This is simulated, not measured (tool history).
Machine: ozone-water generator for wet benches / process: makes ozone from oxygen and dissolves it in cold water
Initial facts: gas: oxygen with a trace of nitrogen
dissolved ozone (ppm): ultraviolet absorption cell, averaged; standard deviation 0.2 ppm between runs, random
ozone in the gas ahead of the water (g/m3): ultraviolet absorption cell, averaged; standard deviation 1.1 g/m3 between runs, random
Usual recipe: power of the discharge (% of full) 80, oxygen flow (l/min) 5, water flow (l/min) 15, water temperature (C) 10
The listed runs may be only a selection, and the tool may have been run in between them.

| run | hour | power of the discharge (% of full) | oxygen flow (l/min) | water flow (l/min) | water temperature (C) | dissolved ozone (ppm) | ozone in the gas ahead of the water (g/m3) |
|---|---|---|---|---|---|---|---|
| 1 | 0 | 80 | 5 | 15 | 10 | 27.5 | 195.7 |
| 2 | 29.6 | 80 | 5 | 15 | 10 | 28.1 | 195.1 |
| 3 | 71.9 | 80 | 5 | 15 | 10 | 27.7 | 194.1 |
| 4 | 141 | 80 | 5 | 15 | 10 | 27.9 | 194.2 |
| 5 | 194 | 80 | 5 | 15 | 10 | 28.2 | 193.4 |
| 6 | 225 | 80 | 5 | 15 | 10 | 27.8 | 194.2 |
| 7 | 295 | 80 | 5 | 15 | 10 | 28 | 191.9 |
|  | 305.1 | water thermometer calibrated |
| 8 | 338 | 80 | 5 | 15 | 10 | 27.9 | 192.9 |
| 9 | 392.4 | 80 | 5 | 15 | 12 | 27 | 191.1 |
| 10 | 434.3 | 80 | 5 | 15 | 12 | 27.1 | 193 |
| 11 | 497.5 | 80 | 5 | 15 | 12 | 26.8 | 192.7 |
| 12 | 545.7 | 80 | 5 | 15 | 12 | 26.8 | 191 |
|  | 572.6 | contactor cleaned |
| 13 | 601.1 | 80 | 4.08 | 15 | 10 | 26.4 | 209.1 |
| 14 | 662.3 | 80 | 4.08 | 15 | 10 | 26.1 | 211.9 |
|  | 705.4 | contactor cleaned, once more |
| 15 | 705.4 | 80 | 5 | 11 | 7 | 36.2 | 192.3 |
| 16 | 774.2 | 80 | 5 | 11 | 5 | 37.4 | 193.5 |
| 17 | 836.2 | 62 | 5 | 15 | 10 | 22.8 | 156 |
| 18 | 886.1 | 59 | 5.45 | 15 | 10 | 22.2 | 143.1 |
| 19 | 926.2 | 55 | 3.23 | 10 | 5 | 27.7 | 168.7 |
| 20 | 982.7 | 77 | 5 | 15 | 10 | 27.4 | 186.4 |
| 21 | 1046.1 | 86 | 5 | 15 | 10 | 30.2 | 203.8 |
| 22 | 1093.8 | 97 | 3.5 | 10 | 12 | 40.6 | 265 |
| 23 | 1145.3 | 66 | 2.58 | 10 | 12 | 28.1 | 219.1 |
| 24 | 1191.8 | 66 | 3.25 | 10 | 7 | 31.4 | 195.8 |
| 25 | 1223.5 | 66 | 3.25 | 10 | 7 | 31.2 | 194.7 |
| 26 | 1262.1 | 66 | 4.94 | 10 | 7 | 32.1 | 162.3 |

Predict each of these 4 candidate next runs independently; none follows another, all start after run 26:
| A | 1334.2 | 66 | 4.94 | 14 | 7 | ? | ? |
| B | 1334.2 | 50 | 5 | 15 | 7 | ? | ? |
| C | 1334.2 | 66 | 3.12 | 10 | 7 | ? | ? |
| D | 1334.2 | 88 | 5 | 15 | 10 | ? | ? |

| run | dissolved ozone (ppm) | ozone in the gas ahead of the water (g/m3) |
|---|---|---|
| A | 26.2 | 163.7 |
| B | 19.6 | 128.5 |
| C | 31.2 | 200.9 |
| D | 30.2 | 205.4 |
With the hidden condition removed and each run's random variation left untouched, the same runs would have given:
| run | dissolved ozone (ppm) | ozone in the gas ahead of the water (g/m3) |
|---|---|---|
| A | 27.2 | 168.7 |
| B | 20.1 | 131.5 |
| C | 32.2 | 207.1 |
| D | 31.5 | 213.4 |
